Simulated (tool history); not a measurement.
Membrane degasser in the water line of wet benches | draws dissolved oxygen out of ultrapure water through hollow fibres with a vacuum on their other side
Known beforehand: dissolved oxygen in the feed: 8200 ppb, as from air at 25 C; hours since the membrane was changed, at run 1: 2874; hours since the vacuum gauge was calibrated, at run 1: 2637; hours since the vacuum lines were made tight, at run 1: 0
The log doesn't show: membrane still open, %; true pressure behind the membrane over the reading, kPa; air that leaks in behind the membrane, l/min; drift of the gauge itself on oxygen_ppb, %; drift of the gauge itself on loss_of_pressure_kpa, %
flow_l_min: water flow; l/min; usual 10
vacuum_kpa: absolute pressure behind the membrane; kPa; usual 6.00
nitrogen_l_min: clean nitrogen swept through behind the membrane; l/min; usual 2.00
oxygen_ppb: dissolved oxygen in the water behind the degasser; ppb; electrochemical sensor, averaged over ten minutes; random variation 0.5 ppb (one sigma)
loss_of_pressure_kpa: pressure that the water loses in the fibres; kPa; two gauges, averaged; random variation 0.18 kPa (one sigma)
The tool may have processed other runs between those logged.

run,day,flow_l_min,vacuum_kpa,nitrogen_l_min,hours since the membrane was changed,hours since the vacuum gauge was calibrated,hours since the vacuum lines were made tight,oxygen_ppb,loss_of_pressure_kpa
1,0.000,10,6.00,2.00,2874,2637,0,40.0,35.57
2,4.575,10,6.00,2.00,2984,2746,110,40.1,35.78
3,8.054,10,6.00,2.00,3067,2830,193,40.2,35.70
4,11.979,10,6.00,2.00,3162,2924,288,40.5,35.59
5,15.975,10,12.60,2.00,3257,3020,383,118.0,35.75
6,18.400,10,12.60,2.00,3316,3078,442,119.5,35.56
7,23.471,10,12.60,2.00,3437,3200,563,119.8,35.70
8,28.212,10,6.00,2.00,3551,3314,677,39.8,35.54
9,31.958,10,6.00,4.19,3641,3404,767,22.0,35.33
10,35.192,10,6.00,4.19,3719,3481,845,22.6,35.50
11,40.292,10,6.00,4.19,3841,3604,967,22.4,35.85
12,43.558,10,6.00,4.19,3919,3682,1045,22.2,35.65
13,46.483,10,6.00,2.00,3990,3752,1116,38.9,35.52
14,50.242,10,9.58,2.00,4080,3843,1206,82.0,35.88
15,53.246,10,9.58,2.00,4152,3915,1278,83.2,35.51
16,55.975,10,9.58,2.00,4217,3980,1343,83.2,35.75
17,60.696,10,9.58,2.00,4331,4093,1457,83.7,35.79
18,64.379,10,9.58,2.00,4419,4182,1545,81.6,35.69
19,67.888,9,4.15,5.55,4503,4266,1629,7.5,31.85
20,71.792,9,4.15,5.55,4597,4360,1723,7.6,32.07
21,74.971,9,4.15,5.55,4673,4436,1799,8.1,31.94
22,79.029,9,4.15,2.74,4771,4533,1897,11.7,31.84
23,82.438,9,4.15,2.74,4853,4615,1978,11.6,32.11
24,87.204,10,6.00,4.53,4967,4730,2093,21.3,35.46
25,91.483,6,13.40,1.86,5070,4832,2196,82.8,21.72
26,95.283,6,13.40,1.86,5161,4923,2287,82.9,21.39
27,100.450,6,13.40,1.86,5285,5047,2411,81.4,21.40

Expected results for the next run?
28,105.604,6,13.40,1.86,5409,5171,2535,?,?

{"run 28": {"oxygen_ppb": 81.4, "loss_of_pressure_kpa": 21.45}}
The same run, on a tool lacking any hidden state, would have yielded oxygen_ppb 81.3 ppb, loss_of_pressure_kpa 21.44 kPa.
